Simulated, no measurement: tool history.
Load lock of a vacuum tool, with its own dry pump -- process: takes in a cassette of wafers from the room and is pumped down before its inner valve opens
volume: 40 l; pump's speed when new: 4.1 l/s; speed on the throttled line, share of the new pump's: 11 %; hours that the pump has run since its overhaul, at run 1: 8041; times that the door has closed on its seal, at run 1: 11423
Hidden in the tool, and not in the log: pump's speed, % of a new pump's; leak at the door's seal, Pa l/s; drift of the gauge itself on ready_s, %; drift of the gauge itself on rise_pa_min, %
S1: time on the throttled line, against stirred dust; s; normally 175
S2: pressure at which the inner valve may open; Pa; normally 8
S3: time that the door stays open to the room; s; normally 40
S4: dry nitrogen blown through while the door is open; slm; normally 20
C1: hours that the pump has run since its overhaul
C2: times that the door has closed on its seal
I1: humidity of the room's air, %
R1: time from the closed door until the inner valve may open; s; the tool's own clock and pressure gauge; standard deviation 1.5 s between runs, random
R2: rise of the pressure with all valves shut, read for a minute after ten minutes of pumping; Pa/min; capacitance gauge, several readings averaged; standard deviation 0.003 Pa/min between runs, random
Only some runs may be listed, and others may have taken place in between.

{"run": 1, "hour": 0.0, "S1": 175, "S2": 8, "S3": 40, "S4": 20, "C1": 8041, "C2": 11423, "I1": 42.7, "R1": 256.2, "R2": 0.112}
{"run": 2, "hour": 310.2, "S1": 175, "S2": 8, "S3": 40, "S4": 6, "C1": 8351, "C2": 12221, "I1": 45, "R1": 259.5, "R2": 0.134}
{"run": 3, "hour": 648.3, "S1": 175, "S2": 8, "S3": 40, "S4": 6, "C1": 8689, "C2": 13091, "I1": 40, "R1": 255.6, "R2": 0.143}
{"run": 4, "hour": 1051.4, "S1": 175, "S2": 8, "S3": 40, "S4": 6, "C1": 9092, "C2": 14127, "I1": 46, "R1": 255.9, "R2": 0.159}
{"run": 5, "hour": 1354.6, "S1": 175, "S2": 8, "S3": 40, "S4": 6, "C1": 9395, "C2": 14907, "I1": 43.6, "R1": 259.4, "R2": 0.161}
{"run": 6, "hour": 1551.2, "S1": 175, "S2": 8, "S3": 40, "S4": 6, "C1": 9592, "C2": 15413, "I1": 45.1, "R1": 257, "R2": 0.175}
{"run": 7, "hour": 1924.7, "S1": 175, "S2": 8, "S3": 40, "S4": 6, "C1": 9965, "C2": 16374, "I1": 42.8, "R1": 258, "R2": 0.174}
{"run": 8, "hour": 2284.5, "S1": 175, "S2": 8, "S3": 40, "S4": 6, "C1": 10325, "C2": 17299, "I1": 47.1, "R1": 256.6, "R2": 0.198}
{"run": 9, "hour": 2678.8, "S1": 175, "S2": 8, "S3": 40, "S4": 6, "C1": 10720, "C2": 18313, "I1": 47.7, "R1": 257.4, "R2": 0.212}
{"run": 10, "hour": 3046.6, "S1": 175, "S2": 8, "S3": 86, "S4": 20, "C1": 11087, "C2": 19259, "I1": 47.6, "R1": 262, "R2": 0.219}
{"run": 11, "hour": 3390.2, "S1": 175, "S2": 8, "S3": 40, "S4": 15, "C1": 11431, "C2": 20143, "I1": 42.3, "R1": 258.1, "R2": 0.214}
{"run": 12, "hour": 3622.7, "S1": 175, "S2": 8, "S3": 40, "S4": 20, "C1": 11663, "C2": 20741, "I1": 43.7, "R1": 260, "R2": 0.222}
{"run": 13, "hour": 3930.0, "S1": 175, "S2": 8, "S3": 40, "S4": 20, "C1": 11971, "C2": 21531, "I1": 47.2, "R1": 259.6, "R2": 0.236}
{"run": 14, "hour": 4163.5, "S1": 175, "S2": 8, "S3": 40, "S4": 20, "C1": 12204, "C2": 22132, "I1": 47.1, "R1": 259.7, "R2": 0.237}
{"run": 15, "hour": 4351.6, "S1": 175, "S2": 8, "S3": 198, "S4": 20, "C1": 12392, "C2": 22615, "I1": 46.1, "R1": 259.4, "R2": 0.278}
{"run": 16, "hour": 4564.9, "S1": 175, "S2": 8, "S3": 198, "S4": 20, "C1": 12606, "C2": 23164, "I1": 48.4, "R1": 261.1, "R2": 0.295}
{"run": 17, "hour": 4957.9, "S1": 175, "S2": 8, "S3": 198, "S4": 20, "C1": 12999, "C2": 24175, "I1": 44.5, "R1": 261.7, "R2": 0.308}
{"run": 18, "hour": 5330.4, "S1": 175, "S2": 8, "S3": 198, "S4": 20, "C1": 13371, "C2": 25133, "I1": 39.4, "R1": 261.6, "R2": 0.306}
{"run": 19, "hour": 5649.7, "S1": 175, "S2": 8, "S3": 198, "S4": 20, "C1": 13690, "C2": 25954, "I1": 43.3, "R1": 261, "R2": 0.322}
{"run": 20, "hour": 5888.7, "S1": 175, "S2": 8, "S3": 198, "S4": 20, "C1": 13929, "C2": 26569, "I1": 43.6, "R1": 258.1, "R2": 0.335}
{"run": 21, "hour": 6266.7, "S1": 175, "S2": 9, "S3": 73, "S4": 36, "C1": 14307, "C2": 27541, "I1": 46.6, "R1": 259.9, "R2": 0.334}
{"run": 22, "hour": 6690.9, "S1": 175, "S2": 9, "S3": 73, "S4": 36, "C1": 14732, "C2": 28632, "I1": 45.5, "R1": 261.4, "R2": 0.35}
{"run": 23, "hour": 6916.3, "S1": 175, "S2": 14, "S3": 40, "S4": 32, "C1": 14957, "C2": 29212, "I1": 47.3, "R1": 256, "R2": 0.36}
{"run": 24, "hour": 7237.4, "S1": 175, "S2": 8, "S3": 40, "S4": 32, "C1": 15278, "C2": 30038, "I1": 42.9, "R1": 259.8, "R2": 0.357}
{"run": 25, "hour": 7623.8, "S1": 115, "S2": 8, "S3": 122, "S4": 37, "C1": 15664, "C2": 31032, "I1": 45.4, "R1": 208.1, "R2": 0.392}
{"run": 26, "hour": 7881.4, "S1": 161, "S2": 11, "S3": 40, "S4": 20, "C1": 15922, "C2": 31694, "I1": 46.6, "R1": 246.7, "R2": 0.407}
{"run": 27, "hour": 8180.4, "S1": 109, "S2": 11, "S3": 59, "S4": 8, "C1": 16221, "C2": 32464, "I1": 43.8, "R1": 202.5, "R2": 0.442}
{"hour": 8464.8, "done": "dry pump taken out, an overhauled one fitted"}
{"run": 28, "hour": 8606.8, "S1": 323, "S2": 6, "S3": 40, "S4": 11, "C1": 142, "C2": 33545, "I1": 42.8, "R1": 384.8, "R2": 0.443}
{"run": 29, "hour": 8940.8, "S1": 323, "S2": 7, "S3": 40, "S4": 11, "C1": 476, "C2": 34404, "I1": 44.8, "R1": 384.1, "R2": 0.474}

Run 30 has not been measured yet. What should we expect?
{"run": 30, "hour": 9330.7, "S1": 323, "S2": 7, "S3": 40, "S4": 11, "C1": 866, "C2": 35407, "I1": 41.1, "R1": "?", "R2": "?"}

{"run 30": {"R1": 384.4, "R2": 0.481}}
With no hidden state in the tool, this same run would have given R1 384.3 s, R2 0.044 Pa/min.
